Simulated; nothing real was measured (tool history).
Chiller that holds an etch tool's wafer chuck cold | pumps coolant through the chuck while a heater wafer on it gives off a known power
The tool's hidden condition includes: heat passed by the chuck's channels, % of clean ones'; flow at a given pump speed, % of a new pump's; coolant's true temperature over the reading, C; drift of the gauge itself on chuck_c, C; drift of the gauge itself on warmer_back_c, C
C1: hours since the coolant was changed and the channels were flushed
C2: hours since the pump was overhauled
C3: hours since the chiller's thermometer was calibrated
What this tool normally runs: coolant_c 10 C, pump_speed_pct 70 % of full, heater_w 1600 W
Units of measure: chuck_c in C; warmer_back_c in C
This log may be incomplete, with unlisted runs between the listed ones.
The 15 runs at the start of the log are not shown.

run 16 hour=593.6 | coolant_c=10 pump_speed_pct=70 heater_w=1600 | C1=1692 C2=1775 C3=2682 | chuck_c=33.6 warmer_back_c=8.42
run 17 hour=629.9 | coolant_c=10 pump_speed_pct=70 heater_w=1600 | C1=1729 C2=1811 C3=2719 | chuck_c=33.6 warmer_back_c=8.42
run 18 hour=663.8 | coolant_c=12 pump_speed_pct=84 heater_w=1066 | C1=1763 C2=1845 C3=2752 | chuck_c=25.5 warmer_back_c=4.69
run 19 hour=705.8 | coolant_c=12 pump_speed_pct=84 heater_w=1066 | C1=1804 C2=1887 C3=2794 | chuck_c=25.4 warmer_back_c=4.69
run 20 hour=739.7 | coolant_c=12 pump_speed_pct=84 heater_w=1066 | C1=1838 C2=1921 C3=2828 | chuck_c=25.4 warmer_back_c=4.62
run 21 hour=782.9 | coolant_c=9 pump_speed_pct=84 heater_w=1066 | C1=1882 C2=1964 C3=2871 | chuck_c=22.5 warmer_back_c=4.66
run 22 hour=812.7 | coolant_c=9 pump_speed_pct=84 heater_w=1066 | C1=1911 C2=1994 C3=2901 | chuck_c=22.4 warmer_back_c=4.68
run 23 hour=850.5 | coolant_c=9 pump_speed_pct=84 heater_w=1397 | C1=1949 C2=2032 C3=2939 | chuck_c=26.7 warmer_back_c=6.17
run 24 hour=906.1 | coolant_c=13 pump_speed_pct=70 heater_w=1669 | C1=2005 C2=2087 C3=2995 | chuck_c=37.5 warmer_back_c=8.76
run 25 hour=938.7 | coolant_c=3 pump_speed_pct=78 heater_w=1669 | C1=2037 C2=2120 C3=3027 | chuck_c=25.6 warmer_back_c=7.9
run 26 hour=967.7 | coolant_c=10 pump_speed_pct=83 heater_w=2135 | C1=2066 C2=2149 C3=3056 | chuck_c=37.1 warmer_back_c=9.44
run 27 hour=1027.3 | coolant_c=19 pump_speed_pct=100 heater_w=2135 | C1=2126 C2=2208 C3=3116 | chuck_c=42.1 warmer_back_c=7.79
run 28 hour=1081.1 | coolant_c=1 pump_speed_pct=77 heater_w=1600 | C1=2180 C2=2262 C3=3170 | chuck_c=22.7 warmer_back_c=7.62
run 29 hour=1134.8 | coolant_c=11 pump_speed_pct=92 heater_w=1788 | C1=2234 C2=2316 C3=3223 | chuck_c=31.8 warmer_back_c=7.12
run 30 hour=1167.7 | coolant_c=17 pump_speed_pct=87 heater_w=1600 | C1=2266 C2=2349 C3=3256 | chuck_c=36.5 warmer_back_c=6.79
run 31 hour=1228.3 | coolant_c=10 pump_speed_pct=70 heater_w=1274 | C1=2327 C2=2410 C3=3317 | chuck_c=28.8 warmer_back_c=6.72
run 32 hour=1288.1 | coolant_c=10 pump_speed_pct=70 heater_w=1032 | C1=2387 C2=2469 C3=3377 | chuck_c=25 warmer_back_c=5.47

Branching from run 32: 4 alternative next runs. What would each branch give?
run A hour=1318.1 | coolant_c=10 pump_speed_pct=75 heater_w=1185 | C1=2417 C2=2499 C3=3407 | chuck_c=? warmer_back_c=?
run B hour=1318.1 | coolant_c=13 pump_speed_pct=67 heater_w=853 | C1=2417 C2=2499 C3=3407 | chuck_c=? warmer_back_c=?
run C hour=1318.1 | coolant_c=10 pump_speed_pct=71 heater_w=1243 | C1=2417 C2=2499 C3=3407 | chuck_c=? warmer_back_c=?
run D hour=1318.1 | coolant_c=11 pump_speed_pct=70 heater_w=2089 | C1=2417 C2=2499 C3=3407 | chuck_c=? warmer_back_c=?

run=A chuck_c=26.4 warmer_back_c=5.76
run=B chuck_c=26.1 warmer_back_c=4.66
run=C chuck_c=28 warmer_back_c=6.47
run=D chuck_c=41.7 warmer_back_c=11
Without the tool's hidden state the same runs would have given:
run=A chuck_c=26.4 warmer_back_c=5.76
run=B chuck_c=26.1 warmer_back_c=4.66
run=C chuck_c=28 warmer_back_c=6.47
run=D chuck_c=41.7 warmer_back_c=11

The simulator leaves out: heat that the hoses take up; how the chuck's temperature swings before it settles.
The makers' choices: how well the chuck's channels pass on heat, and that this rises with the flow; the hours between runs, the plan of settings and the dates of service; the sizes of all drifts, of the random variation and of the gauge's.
